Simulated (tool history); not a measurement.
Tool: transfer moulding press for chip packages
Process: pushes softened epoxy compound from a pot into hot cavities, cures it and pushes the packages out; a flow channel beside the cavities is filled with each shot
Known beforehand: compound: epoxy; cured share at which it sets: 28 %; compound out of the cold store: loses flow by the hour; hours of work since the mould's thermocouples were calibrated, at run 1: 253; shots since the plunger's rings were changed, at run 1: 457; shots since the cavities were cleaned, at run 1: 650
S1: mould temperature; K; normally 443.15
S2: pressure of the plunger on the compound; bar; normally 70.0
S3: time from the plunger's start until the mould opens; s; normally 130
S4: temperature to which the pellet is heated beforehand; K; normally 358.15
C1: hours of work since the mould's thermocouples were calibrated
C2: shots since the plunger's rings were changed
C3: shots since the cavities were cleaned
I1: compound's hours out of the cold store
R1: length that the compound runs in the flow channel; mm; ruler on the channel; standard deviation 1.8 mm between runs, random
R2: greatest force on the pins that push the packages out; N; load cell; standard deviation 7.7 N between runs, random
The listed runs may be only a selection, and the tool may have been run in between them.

| run | day | S1 | S2 | S3 | S4 | C1 | C2 | C3 | I1 | R1 | R2 |
|---|---|---|---|---|---|---|---|---|---|---|---|
| 1 | 0.000 | 443.15 | 70.0 | 130 | 358.15 | 253 | 457 | 650 | 39.0 | 693 | 409 |
|  | 0.779 | cavities cleaned with cleaning compound and waxed |
| 2 | 1.183 | 443.15 | 70.0 | 130 | 358.15 | 268 | 660 | 74 | 43.3 | 677 | 415 |
| 3 | 1.708 | 438.15 | 70.0 | 130 | 358.15 | 274 | 754 | 168 | 24.3 | 751 | 540 |
| 4 | 2.938 | 438.15 | 70.0 | 130 | 358.15 | 290 | 976 | 390 | 19.8 | 768 | 548 |
| 5 | 3.825 | 443.15 | 70.0 | 130 | 356.15 | 301 | 1136 | 550 | 25.1 | 736 | 438 |
| 6 | 4.608 | 443.15 | 70.0 | 130 | 356.15 | 312 | 1278 | 692 | 11.4 | 786 | 446 |
|  | 5.179 | cavities cleaned with cleaning compound and waxed |
| 7 | 5.588 | 443.15 | 70.0 | 130 | 356.15 | 323 | 1443 | 74 | 40.1 | 686 | 424 |
| 8 | 6.175 | 443.15 | 70.0 | 130 | 358.15 | 331 | 1549 | 180 | 15.0 | 771 | 428 |
| 9 | 6.708 | 443.15 | 70.0 | 130 | 357.15 | 338 | 1645 | 276 | 42.2 | 679 | 421 |
| 10 | 7.321 | 443.15 | 70.0 | 130 | 357.15 | 346 | 1755 | 386 | 28.4 | 727 | 416 |
| 11 | 8.200 | 443.15 | 70.0 | 130 | 357.15 | 357 | 1914 | 545 | 24.7 | 736 | 426 |
| 12 | 8.762 | 443.15 | 70.0 | 130 | 357.15 | 364 | 2015 | 646 | 47.7 | 662 | 428 |
|  | 9.567 | cavities cleaned with cleaning compound and waxed |
| 13 | 9.917 | 443.15 | 70.0 | 160 | 358.15 | 378 | 2212 | 63 | 17.3 | 761 | 376 |
| 14 | 10.875 | 443.15 | 63.9 | 130 | 358.15 | 390 | 2385 | 236 | 8.9 | 757 | 442 |
| 15 | 12.121 | 443.15 | 63.9 | 130 | 358.15 | 406 | 2610 | 461 | 40.7 | 654 | 421 |
| 16 | 12.788 | 443.15 | 52.2 | 130 | 358.15 | 415 | 2730 | 581 | 35.6 | 605 | 424 |
| 17 | 13.650 | 450.15 | 70.0 | 130 | 350.15 | 426 | 2886 | 737 | 38.7 | 679 | 375 |
|  | 13.992 | cavities cleaned with cleaning compound and waxed |
| 18 | 14.238 | 450.15 | 70.0 | 130 | 350.15 | 433 | 2980 | 44 | 30.3 | 705 | 385 |
| 19 | 14.842 | 450.15 | 60.3 | 122 | 364.15 | 440 | 3089 | 153 | 12.2 | 711 | 395 |
| 20 | 15.996 | 435.15 | 70.0 | 130 | 363.15 | 455 | 3298 | 362 | 42.1 | 698 | 599 |
| 21 | 17.204 | 435.15 | 59.3 | 130 | 350.15 | 471 | 3516 | 580 | 40.3 | 649 | 639 |
| 22 | 18.012 | 440.15 | 67.0 | 130 | 358.15 | 481 | 3661 | 725 | 18.5 | 750 | 491 |
|  | 18.392 | cavities cleaned with cleaning compound and waxed |
| 23 | 19.204 | 440.15 | 67.0 | 130 | 358.15 | 496 | 3865 | 147 | 21.5 | 736 | 502 |
| 24 | 20.383 | 449.15 | 70.0 | 130 | 358.15 | 511 | 4077 | 359 | 46.7 | 653 | 387 |
| 25 | 21.192 | 449.15 | 70.0 | 130 | 363.15 | 521 | 4223 | 505 | 42.0 | 668 | 366 |
| 26 | 22.000 | 449.15 | 70.0 | 130 | 363.15 | 532 | 4370 | 652 | 35.3 | 687 | 387 |
| 27 | 22.633 | 449.15 | 70.0 | 130 | 363.15 | 540 | 4484 | 766 | 47.1 | 652 | 382 |
|  | 22.779 | cavities cleaned with cleaning compound and waxed |
| 28 | 23.692 | 442.15 | 81.4 | 111 | 367.15 | 553 | 4663 | 164 | 12.8 | 841 | 591 |

4 options for the next run, each taken on its own from the tool as it stands now. Forecast them:
| A | 24.496 | 443.15 | 81.4 | 111 | 367.15 | 563 | 4808 | 309 | 29.2 | ? | ? |
| B | 24.496 | 442.15 | 81.4 | 136 | 367.15 | 563 | 4808 | 309 | 13.5 | ? | ? |
| C | 24.496 | 443.15 | 53.6 | 130 | 355.15 | 563 | 4808 | 309 | 28.9 | ? | ? |
| D | 24.496 | 442.15 | 81.4 | 111 | 357.15 | 563 | 4808 | 309 | 18.9 | ? | ? |

| run | R1 | R2 |
|---|---|---|
| A | 779 | 531 |
| B | 839 | 434 |
| C | 632 | 421 |
| D | 821 | 581 |
Take away the tool's hidden state, keep each run's random variation, and the runs would have read:
| run | R1 | R2 |
|---|---|---|
| A | 780 | 528 |
| B | 840 | 431 |
| C | 633 | 419 |
| D | 822 | 578 |
